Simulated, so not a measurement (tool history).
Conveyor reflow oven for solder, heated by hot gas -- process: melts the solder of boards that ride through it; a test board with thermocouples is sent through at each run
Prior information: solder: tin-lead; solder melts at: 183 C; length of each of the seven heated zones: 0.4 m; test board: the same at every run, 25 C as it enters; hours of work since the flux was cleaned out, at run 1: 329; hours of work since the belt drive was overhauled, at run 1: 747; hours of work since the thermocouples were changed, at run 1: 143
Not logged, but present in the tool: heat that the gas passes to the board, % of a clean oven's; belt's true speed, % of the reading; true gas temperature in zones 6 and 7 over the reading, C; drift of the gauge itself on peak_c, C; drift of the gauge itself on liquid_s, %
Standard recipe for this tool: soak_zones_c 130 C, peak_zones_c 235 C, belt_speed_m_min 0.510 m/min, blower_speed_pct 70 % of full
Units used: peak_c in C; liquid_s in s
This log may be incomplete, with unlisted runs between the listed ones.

run    day  soak_zones_c  peak_zones_c  belt_speed_m_min  blower_speed_pct  hours of work since the flux was cleaned out  hours of work since the belt drive was overhauled  hours of work since the thermocouples were changed  peak_c  liquid_s
  1  0.000           130           235             0.510                70                                           329                                                747                                                 143   214.7      65.6
  2  1.054           130           235             0.510                70                                           347                                                764                                                 160   214.7      65.4
  3  1.992           130           235             0.510                70                                           362                                                780                                                 176   214.8      65.2
  4  2.679           130           235             0.510                70                                           374                                                791                                                 187   214.4      65.4
  5  3.729           130           235             0.510                70                                           391                                                809                                                 205   214.4      64.9
     3.996  -- belt drive overhauled, speed set with a stopwatch
  6  4.450           130           235             0.510                70                                           401                                                  8                                                 214   214.5      66.0
     4.967  -- flux residue cleaned out of gas plates and filters
  7  5.383           121           243             0.510                88                                             7                                                 20                                                 226   228.9      76.9
  8  5.892           141           235             0.510                83                                            15                                                 28                                                 235   223.2      80.1
     6.500  -- belt drive overhauled, speed set with a stopwatch, once more
  9  7.288           141           235             0.510                83                                            36                                                 13                                                 255   222.2      76.7
 10  8.375           142           241             0.436                53                                            54                                                 31                                                 274   225.4      92.8

What if the next run were any one of these 5? Each begins from the tool's condition after run 10:
  A  9.325           122           241             0.597                59                                            70                                                 47                                                 289       ?         ?
  B  9.325           130           242             0.510                70                                            70                                                 47                                                 289       ?         ?
  C  9.325           132           247             0.598                53                                            70                                                 47                                                 289       ?         ?
  D  9.325           121           224             0.510                70                                            70                                                 47                                                 289       ?         ?
  E  9.325           131           224             0.531                53                                            70                                                 47                                                 289       ?         ?

run  peak_c  liquid_s
  A   210.4      46.9
  B   223.3      72.4
  C   215.2      54.1
  D   206.1      51.6
  E   201.8      44.8
With the hidden condition removed and each run's random variation left untouched, the same runs would have given:
run  peak_c  liquid_s
  A   210.5      47.0
  B   223.2      72.3
  C   215.2      54.1
  D   206.0      51.7
  E   201.6      44.6
